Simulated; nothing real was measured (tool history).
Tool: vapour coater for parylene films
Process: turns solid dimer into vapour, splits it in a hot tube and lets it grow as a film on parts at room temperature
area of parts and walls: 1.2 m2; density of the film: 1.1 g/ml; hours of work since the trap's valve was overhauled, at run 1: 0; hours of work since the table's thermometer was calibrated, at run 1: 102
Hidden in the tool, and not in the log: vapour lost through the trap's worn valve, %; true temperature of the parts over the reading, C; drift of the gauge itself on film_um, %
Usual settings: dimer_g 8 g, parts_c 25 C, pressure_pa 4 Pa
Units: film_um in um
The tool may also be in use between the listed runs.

run   hour  dimer_g  parts_c  pressure_pa  hours of work since the trap's valve was overhauled  hours of work since the table's thermometer was calibrated  film_um
  1      0        8       25            4                                                    0                                                         102     3.67
  2   55.5        8       25            4                                                   34                                                         135     3.66
  3  106.7        8       25            4                                                   65                                                         166     3.64
  4  167.8        8       25            4                                                  102                                                         203     3.64
  5  235.3        8       25            4                                                  142                                                         244     3.66
  6  296.3       13       25            4                                                  179                                                         281     5.92
  7  355.3        8       25         8.31                                                  215                                                         317     3.32
  8  432.3        8       17            4                                                  262                                                         363      4.5
  9  496.9        8       17            4                                                  301                                                         402     4.53
 10  562.1       10       17         2.45                                                  340                                                         442     5.98
 11  603.9        5       25            4                                                  365                                                         467     2.27
 12    672        3       24         2.44                                                  407                                                         508     1.49
 13  746.1        8       33         6.01                                                  451                                                         553     2.75
 14  821.4        5       30        11.12                                                  497                                                         599     1.73
     832.4  -- trap's valve overhauled
 15  861.3        5       30        11.12                                                   17                                                         620     1.74
 16  913.7       11       19         3.23                                                   49                                                         652     5.97
 17  986.7        8       25         3.32                                                   93                                                         696      3.7

How the hidden state differs across the entries between the runs, from the last listed run before each to the first after it:
Between runs 14 and 15: trap's valve overhauled (hour 832.4)
  vapour lost through the trap's worn valve, %: 0.2 -> 0; drift of the gauge itself on film_um, %: -1.72 -> -1.8
  measured less the result without the state, film_um: -0.03 -> -0.04 um
